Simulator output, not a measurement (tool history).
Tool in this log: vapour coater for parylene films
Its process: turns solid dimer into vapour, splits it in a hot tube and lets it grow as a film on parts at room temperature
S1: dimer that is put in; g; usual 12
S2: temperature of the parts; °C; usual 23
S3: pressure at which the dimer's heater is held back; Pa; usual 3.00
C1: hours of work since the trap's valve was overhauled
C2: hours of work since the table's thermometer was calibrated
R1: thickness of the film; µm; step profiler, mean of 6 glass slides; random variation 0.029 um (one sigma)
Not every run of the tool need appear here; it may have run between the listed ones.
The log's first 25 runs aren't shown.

run   hour  S1  S2    S3   C1   C2     R1
 26  391.3  12  15  6.18  105  517  12.28
 27  405.5   6  23  3.66  115  528   5.54
 28  416.8  13  34  3.00  123  536   9.42
 29  426.4  13  34  3.00  130  543   9.42
 30  441.8  12  25  3.00  141  554  10.85
 31  454.9  12  25  3.00  151  563  10.82
 32  469.4  12  25  3.00  161  574  10.82
 33  481.5   7  25  3.00  170  582   6.35
 34  495.5  10  18  3.00  180  593  10.78
 35  511.8  10  18  3.00  192  604  10.78
     517.8  -- gauge calibrated
 36  526.5  10  18  3.00  202  615  11.06
 37  540.4  21  17  3.45  212  625  23.08
 38  560.1   6  23  3.00  226  639   5.81
 39  575.6  19  28  8.38  238  650  13.49
 40  595.7  19  28  8.38  252  665  13.46
 41  616.5  19  28  8.38  267  680  13.46
 42  625.5  20  33  6.24  273  686  13.21
 43  645.5  12  32  3.00  288  701   9.21
 44  664.6  10  18  6.56  302  714   9.49
     669.6  -- trap's valve overhauled
 45  689.0  11  18  6.56   14  729  10.43
 46  705.4  10  23  2.31   26  741  10.11

Here are 4 independent what-if runs from the current tool condition. What would each one return?
  A  725.2   9  18   3.35  40  755   ?
  B  725.2  12  23  11.75  40  755   ?
  C  725.2  10  28   3.96  40  755   ?
  D  725.2  10  23   3.98  40  755   ?

run    R1
  A  9.64
  B  9.03
  C  8.13
  D  9.18
With the hidden condition removed and each run's random variation left untouched, the same runs would have given:
run    R1
  A  9.71
  B  9.10
  C  8.19
  D  9.25
